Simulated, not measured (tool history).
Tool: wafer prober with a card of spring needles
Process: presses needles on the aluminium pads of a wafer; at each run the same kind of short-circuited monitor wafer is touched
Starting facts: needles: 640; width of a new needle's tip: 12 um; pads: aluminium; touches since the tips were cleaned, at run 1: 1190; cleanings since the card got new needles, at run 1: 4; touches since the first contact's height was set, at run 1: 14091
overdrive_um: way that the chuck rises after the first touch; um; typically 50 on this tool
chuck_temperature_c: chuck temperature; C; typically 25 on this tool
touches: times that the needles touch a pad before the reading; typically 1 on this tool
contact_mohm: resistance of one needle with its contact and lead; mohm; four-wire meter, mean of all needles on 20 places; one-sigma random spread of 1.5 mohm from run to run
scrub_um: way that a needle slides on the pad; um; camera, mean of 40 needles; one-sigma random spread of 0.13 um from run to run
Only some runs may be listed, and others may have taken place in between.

| run | hour | overdrive_um | chuck_temperature_c | touches | touches since the tips were cleaned | cleanings since the card got new needles | touches since the first contact's height was set | contact_mohm | scrub_um |
|---|---|---|---|---|---|---|---|---|---|
| 1 | 0 | 50 | 25 | 1 | 1190 | 4 | 14091 | 129 | 10.8 |
|  | 4.3 | tips cleaned on abrasive film |
|  | 11.4 | tips cleaned on abrasive film |
|  | 17.1 | tips cleaned on abrasive film |
|  | 24.2 | tips cleaned on abrasive film |
|  | 31.3 | tips cleaned on abrasive film |
|  | 37 | tips cleaned on abrasive film |
| 2 | 39.8 | 50 | 25 | 1 | 1414 | 10 | 34141 | 132 | 10.63 |
|  | 44.1 | tips cleaned on abrasive film |
|  | 51.2 | tips cleaned on abrasive film |
|  | 56.9 | tips cleaned on abrasive film |
|  | 62.6 | tips cleaned on abrasive film |
|  | 68.3 | tips cleaned on abrasive film |
|  | 75.4 | tips cleaned on abrasive film |
| 3 | 76.7 | 50 | 25 | 1 | 645 | 16 | 52703 | 134 | 10.42 |
|  | 82.4 | tips cleaned on abrasive film |
|  | 89.5 | tips cleaned on abrasive film |
|  | 95.2 | tips cleaned on abrasive film |
|  | 102.3 | tips cleaned on abrasive film |
|  | 109.4 | tips cleaned on abrasive film |
|  | 115.1 | tips cleaned on abrasive film |
|  | 122.2 | tips cleaned on abrasive film |
|  | 127.9 | tips cleaned on abrasive film |
|  | 135 | tips cleaned on abrasive film |
|  | 140.7 | tips cleaned on abrasive film |
|  | 147.8 | tips cleaned on abrasive film |
|  | 153.5 | tips cleaned on abrasive film |
| 4 | 156.7 | 50 | 25 | 2 | 1635 | 28 | 93040 | 131 | 10.91 |
|  | 159.6 | tips cleaned on abrasive film |
|  | 165.3 | tips cleaned on abrasive film |
|  | 171 | tips cleaned on abrasive film |
|  | 176.7 | tips cleaned on abrasive film |
|  | 183.8 | tips cleaned on abrasive film |
|  | 189.5 | tips cleaned on abrasive film |
|  | 195.2 | tips cleaned on abrasive film |
|  | 201 | tips cleaned on abrasive film |
| 5 | 201 | 50 | 25 | 1 | 0 | 36 | 115312 | 131 | 10.61 |
|  | 206.7 | tips cleaned on abrasive film |
|  | 213.8 | tips cleaned on abrasive film |
|  | 219.5 | tips cleaned on abrasive film |
|  | 225.2 | tips cleaned on abrasive film |
|  | 232.3 | tips cleaned on abrasive film |
|  | 239.4 | tips cleaned on abrasive film |
|  | 245.1 | tips cleaned on abrasive film |
|  | 252.2 | tips cleaned on abrasive film |
|  | 257.9 | tips cleaned on abrasive film |
| 6 | 258.9 | 50 | 25 | 1 | 519 | 45 | 144499 | 130 | 10.38 |
|  | 264.6 | tips cleaned on abrasive film |
|  | 270.3 | tips cleaned on abrasive film |
|  | 277.4 | tips cleaned on abrasive film |
|  | 283.1 | tips cleaned on abrasive film |
|  | 288.8 | tips cleaned on abrasive film |
|  | 295.9 | tips cleaned on abrasive film |
|  | 301.6 | tips cleaned on abrasive film |
|  | 307.3 | tips cleaned on abrasive film |
|  | 313.1 | tips cleaned on abrasive film |
|  | 320.2 | tips cleaned on abrasive film |
| 7 | 322.1 | 50 | 25 | 1 | 997 | 55 | 176314 | 134 | 10.83 |
|  | 326.4 | tips cleaned on abrasive film |
|  | 332.1 | tips cleaned on abrasive film |
|  | 337.8 | tips cleaned on abrasive film |
|  | 344.9 | tips cleaned on abrasive film |
|  | 352 | tips cleaned on abrasive film |
|  | 357.7 | tips cleaned on abrasive film |
|  | 363.4 | tips cleaned on abrasive film |
|  | 369.1 | tips cleaned on abrasive film |
|  | 376.2 | tips cleaned on abrasive film |
|  | 381.9 | tips cleaned on abrasive film |
| 8 | 386.8 | 50 | 25 | 1 | 2503 | 65 | 208919 | 131 | 10.62 |
|  | 388.3 | tips cleaned on abrasive film |
|  | 394 | tips cleaned on abrasive film |
|  | 401.1 | tips cleaned on abrasive film |
|  | 406.8 | tips cleaned on abrasive film |
|  | 412.5 | tips cleaned on abrasive film |
|  | 418.2 | tips cleaned on abrasive film |
|  | 425.3 | tips cleaned on abrasive film |
|  | 432.4 | tips cleaned on abrasive film |
|  | 438.1 | tips cleaned on abrasive film |
|  | 443.8 | tips cleaned on abrasive film |
| 9 | 448.9 | 50 | 25 | 2 | 2579 | 75 | 240168 | 133 | 10.59 |
|  | 450.4 | tips cleaned on abrasive film |
|  | 450.7 | height of the first contact set anew |
|  | 456.4 | tips cleaned on abrasive film |
|  | 462.1 | tips cleaned on abrasive film |
|  | 467.8 | tips cleaned on abrasive film |
|  | 473.5 | tips cleaned on abrasive film |
|  | 479.2 | tips cleaned on abrasive film |
|  | 486.3 | tips cleaned on abrasive film |
| 10 | 487.5 | 50 | 28 | 2 | 605 | 82 | 18524 | 133 | 10.62 |
|  | 493.2 | tips cleaned on abrasive film |
|  | 498.9 | tips cleaned on abrasive film |
|  | 506 | tips cleaned on abrasive film |
|  | 513.1 | tips cleaned on abrasive film |
|  | 518.8 | tips cleaned on abrasive film |
|  | 524.5 | tips cleaned on abrasive film |
|  | 530.2 | tips cleaned on abrasive film |
|  | 537.3 | tips cleaned on abrasive film |
|  | 543 | tips cleaned on abrasive film |
|  | 548.7 | tips cleaned on abrasive film |
| 11 | 551.3 | 50 | 28 | 2 | 1346 | 92 | 50689 | 133 | 10.48 |
|  | 555.6 | tips cleaned on abrasive film |
|  | 561.3 | tips cleaned on abrasive film |
|  | 567 | tips cleaned on abrasive film |
|  | 572.7 | tips cleaned on abrasive film |
|  | 579.8 | tips cleaned on abrasive film |
|  | 585.5 | tips cleaned on abrasive film |
| 12 | 590.5 | 41 | 52 | 2 | 2525 | 98 | 70416 | 139 | 8.59 |
|  | 592 | tips cleaned on abrasive film |
|  | 597.7 | tips cleaned on abrasive film |
|  | 603.4 | tips cleaned on abrasive film |
|  | 609.1 | tips cleaned on abrasive film |
|  | 616.2 | tips cleaned on abrasive film |
|  | 621.9 | tips cleaned on abrasive film |
| 13 | 625.3 | 37 | 25 | 1 | 1724 | 104 | 87908 | 134 | 7.98 |
|  | 628.2 | tips cleaned on abrasive film |
|  | 633.9 | tips cleaned on abrasive film |
|  | 639.6 | tips cleaned on abrasive film |
|  | 646.7 | tips cleaned on abrasive film |
|  | 652.4 | tips cleaned on abrasive film |
|  | 659.5 | tips cleaned on abrasive film |
|  | 665.2 | tips cleaned on abrasive film |
|  | 672.3 | tips cleaned on abrasive film |
|  | 678 | tips cleaned on abrasive film |
| 14 | 681.8 | 65 | 79 | 2 | 1937 | 113 | 116363 | 138 | 14.06 |
|  | 684.7 | tips cleaned on abrasive film |
|  | 691.8 | tips cleaned on abrasive film |
|  | 698.9 | tips cleaned on abrasive film |
|  | 704.6 | tips cleaned on abrasive film |
|  | 710.3 | tips cleaned on abrasive film |
|  | 716 | tips cleaned on abrasive film |
|  | 723.1 | tips cleaned on abrasive film |
|  | 728.8 | tips cleaned on abrasive film |
|  | 734.5 | tips cleaned on abrasive film |
|  | 741.6 | tips cleaned on abrasive film |
|  | 748.7 | tips cleaned on abrasive film |
|  | 754.4 | tips cleaned on abrasive film |
| 15 | 756.9 | 65 | 79 | 2 | 1289 | 125 | 154204 | 137 | 13.93 |
|  | 761.2 | tips cleaned on abrasive film |
|  | 768.3 | tips cleaned on abrasive film |
|  | 775.4 | tips cleaned on abrasive film |
|  | 781.1 | tips cleaned on abrasive film |
|  | 786.8 | tips cleaned on abrasive film |
|  | 793.9 | tips cleaned on abrasive film |
|  | 799.6 | tips cleaned on abrasive film |
|  | 805.3 | tips cleaned on abrasive film |
|  | 811 | tips cleaned on abrasive film |
|  | 818.1 | tips cleaned on abrasive film |
|  | 825.2 | tips cleaned on abrasive film |
| 16 | 830.5 | 55 | 76 | 3 | 2698 | 136 | 191304 | 140 | 11.69 |
|  | 832 | tips cleaned on abrasive film |
|  | 837.7 | tips cleaned on abrasive film |
|  | 843.4 | tips cleaned on abrasive film |
|  | 849.1 | tips cleaned on abrasive film |
|  | 856.2 | tips cleaned on abrasive film |
|  | 863.3 | tips cleaned on abrasive film |
|  | 869 | tips cleaned on abrasive film |
|  | 874.7 | tips cleaned on abrasive film |
|  | 880.4 | tips cleaned on abrasive film |
|  | 887.5 | tips cleaned on abrasive film |
| 17 | 889.1 | 44 | 25 | 2 | 784 | 146 | 220756 | 132 | 9.26 |

How the hidden state differs across the entries between the runs, from the last listed run before each to the first after it:
After run 1, before run 2: tips cleaned on abrasive film (hour 4.3); tips cleaned on abrasive film (hour 11.4); tips cleaned on abrasive film (hour 17.1); tips cleaned on abrasive film (hour 24.2); tips cleaned on abrasive film (hour 31.3); tips cleaned on abrasive film (hour 37)
  no hidden state differs between the two runs
After run 2, before run 3: tips cleaned on abrasive film (hour 44.1); tips cleaned on abrasive film (hour 51.2); tips cleaned on abrasive film (hour 56.9); tips cleaned on abrasive film (hour 62.6); tips cleaned on abrasive film (hour 68.3); tips cleaned on abrasive film (hour 75.4)
  no hidden state differs between the two runs
After run 3, before run 4: tips cleaned on abrasive film (hour 82.4); tips cleaned on abrasive film (hour 89.5); tips cleaned on abrasive film (hour 95.2); tips cleaned on abrasive film (hour 102.3); tips cleaned on abrasive film (hour 109.4); tips cleaned on abrasive film (hour 115.1); tips cleaned on abrasive film (hour 122.2); tips cleaned on abrasive film (hour 127.9); tips cleaned on abrasive film (hour 135); tips cleaned on abrasive film (hour 140.7); tips cleaned on abrasive film (hour 147.8); tips cleaned on abrasive film (hour 153.5)
  debris on the tips, nm: 0.1 -> 0.2; way that the needles fall short of the set height, um: 0 -> 0.01
After run 4, before run 5: tips cleaned on abrasive film (hour 159.6); tips cleaned on abrasive film (hour 165.3); tips cleaned on abrasive film (hour 171); tips cleaned on abrasive film (hour 176.7); tips cleaned on abrasive film (hour 183.8); tips cleaned on abrasive film (hour 189.5); tips cleaned on abrasive film (hour 195.2); tips cleaned on abrasive film (hour 201)
  debris on the tips, nm: 0.2 -> 0
After run 5, before run 6: tips cleaned on abrasive film (hour 206.7); tips cleaned on abrasive film (hour 213.8); tips cleaned on abrasive film (hour 219.5); tips cleaned on abrasive film (hour 225.2); tips cleaned on abrasive film (hour 232.3); tips cleaned on abrasive film (hour 239.4); tips cleaned on abrasive film (hour 245.1); tips cleaned on abrasive film (hour 252.2); tips cleaned on abrasive film (hour 257.9)
  debris on the tips, nm: 0 -> 0.1
After run 6, before run 7: tips cleaned on abrasive film (hour 264.6); tips cleaned on abrasive film (hour 270.3); tips cleaned on abrasive film (hour 277.4); tips cleaned on abrasive film (hour 283.1); tips cleaned on abrasive film (hour 288.8); tips cleaned on abrasive film (hour 295.9); tips cleaned on abrasive film (hour 301.6); tips cleaned on abrasive film (hour 307.3); tips cleaned on abrasive film (hour 313.1); tips cleaned on abrasive film (hour 320.2)
  way that the needles fall short of the set height, um: 0.01 -> 0.02; tips' diameter, um: 12 -> 12.01
After run 7, before run 8: tips cleaned on abrasive film (hour 326.4); tips cleaned on abrasive film (hour 332.1); tips cleaned on abrasive film (hour 337.8); tips cleaned on abrasive film (hour 344.9); tips cleaned on abrasive film (hour 352); tips cleaned on abrasive film (hour 357.7); tips cleaned on abrasive film (hour 363.4); tips cleaned on abrasive film (hour 369.1); tips cleaned on abrasive film (hour 376.2); tips cleaned on abrasive film (hour 381.9)
  debris on the tips, nm: 0.1 -> 0.2
After run 8, before run 9: tips cleaned on abrasive film (hour 388.3); tips cleaned on abrasive film (hour 394); tips cleaned on abrasive film (hour 401.1); tips cleaned on abrasive film (hour 406.8); tips cleaned on abrasive film (hour 412.5); tips cleaned on abrasive film (hour 418.2); tips cleaned on abrasive film (hour 425.3); tips cleaned on abrasive film (hour 432.4); tips cleaned on abrasive film (hour 438.1); tips cleaned on abrasive film (hour 443.8)
  no hidden state differs between the two runs
After run 9, before run 10: tips cleaned on abrasive film (hour 450.4); height of the first contact set anew (hour 450.7); tips cleaned on abrasive film (hour 456.4); tips cleaned on abrasive film (hour 462.1); tips cleaned on abrasive film (hour 467.8); tips cleaned on abrasive film (hour 473.5); tips cleaned on abrasive film (hour 479.2); tips cleaned on abrasive film (hour 486.3)
  debris on the tips, nm: 0.2 -> 0.1; way that the needles fall short of the set height, um: 0.02 -> 0
After run 10, before run 11: tips cleaned on abrasive film (hour 493.2); tips cleaned on abrasive film (hour 498.9); tips cleaned on abrasive film (hour 506); tips cleaned on abrasive film (hour 513.1); tips cleaned on abrasive film (hour 518.8); tips cleaned on abrasive film (hour 524.5); tips cleaned on abrasive film (hour 530.2); tips cleaned on abrasive film (hour 537.3); tips cleaned on abrasive film (hour 543); tips cleaned on abrasive film (hour 548.7)
  debris on the tips, nm: 0.1 -> 0.2
After run 11, before run 12: tips cleaned on abrasive film (hour 555.6); tips cleaned on abrasive film (hour 561.3); tips cleaned on abrasive film (hour 567); tips cleaned on abrasive film (hour 572.7); tips cleaned on abrasive film (hour 579.8); tips cleaned on abrasive film (hour 585.5)
  way that the needles fall short of the set height, um: 0 -> 0.01
After run 12, before run 13: tips cleaned on abrasive film (hour 592); tips cleaned on abrasive film (hour 597.7); tips cleaned on abrasive film (hour 603.4); tips cleaned on abrasive film (hour 609.1); tips cleaned on abrasive film (hour 616.2); tips cleaned on abrasive film (hour 621.9)
  no hidden state differs between the two runs
After run 13, before run 14: tips cleaned on abrasive film (hour 628.2); tips cleaned on abrasive film (hour 633.9); tips cleaned on abrasive film (hour 639.6); tips cleaned on abrasive film (hour 646.7); tips cleaned on abrasive film (hour 652.4); tips cleaned on abrasive film (hour 659.5); tips cleaned on abrasive film (hour 665.2); tips cleaned on abrasive film (hour 672.3); tips cleaned on abrasive film (hour 678)
  no hidden state differs between the two runs
After run 14, before run 15: tips cleaned on abrasive film (hour 684.7); tips cleaned on abrasive film (hour 691.8); tips cleaned on abrasive film (hour 698.9); tips cleaned on abrasive film (hour 704.6); tips cleaned on abrasive film (hour 710.3); tips cleaned on abrasive film (hour 716); tips cleaned on abrasive film (hour 723.1); tips cleaned on abrasive film (hour 728.8); tips cleaned on abrasive film (hour 734.5); tips cleaned on abrasive film (hour 741.6); tips cleaned on abrasive film (hour 748.7); tips cleaned on abrasive film (hour 754.4)
  debris on the tips, nm: 0.2 -> 0.1
After run 15, before run 16: tips cleaned on abrasive film (hour 761.2); tips cleaned on abrasive film (hour 768.3); tips cleaned on abrasive film (hour 775.4); tips cleaned on abrasive film (hour 781.1); tips cleaned on abrasive film (hour 786.8); tips cleaned on abrasive film (hour 793.9); tips cleaned on abrasive film (hour 799.6); tips cleaned on abrasive film (hour 805.3); tips cleaned on abrasive film (hour 811); tips cleaned on abrasive film (hour 818.1); tips cleaned on abrasive film (hour 825.2)
  debris on the tips, nm: 0.1 -> 0.2; way that the needles fall short of the set height, um: 0.01 -> 0.02
After run 16, before run 17: tips cleaned on abrasive film (hour 832); tips cleaned on abrasive film (hour 837.7); tips cleaned on abrasive film (hour 843.4); tips cleaned on abrasive film (hour 849.1); tips cleaned on abrasive film (hour 856.2); tips cleaned on abrasive film (hour 863.3); tips cleaned on abrasive film (hour 869); tips cleaned on abrasive film (hour 874.7); tips cleaned on abrasive film (hour 880.4); tips cleaned on abrasive film (hour 887.5)
  debris on the tips, nm: 0.2 -> 0.1
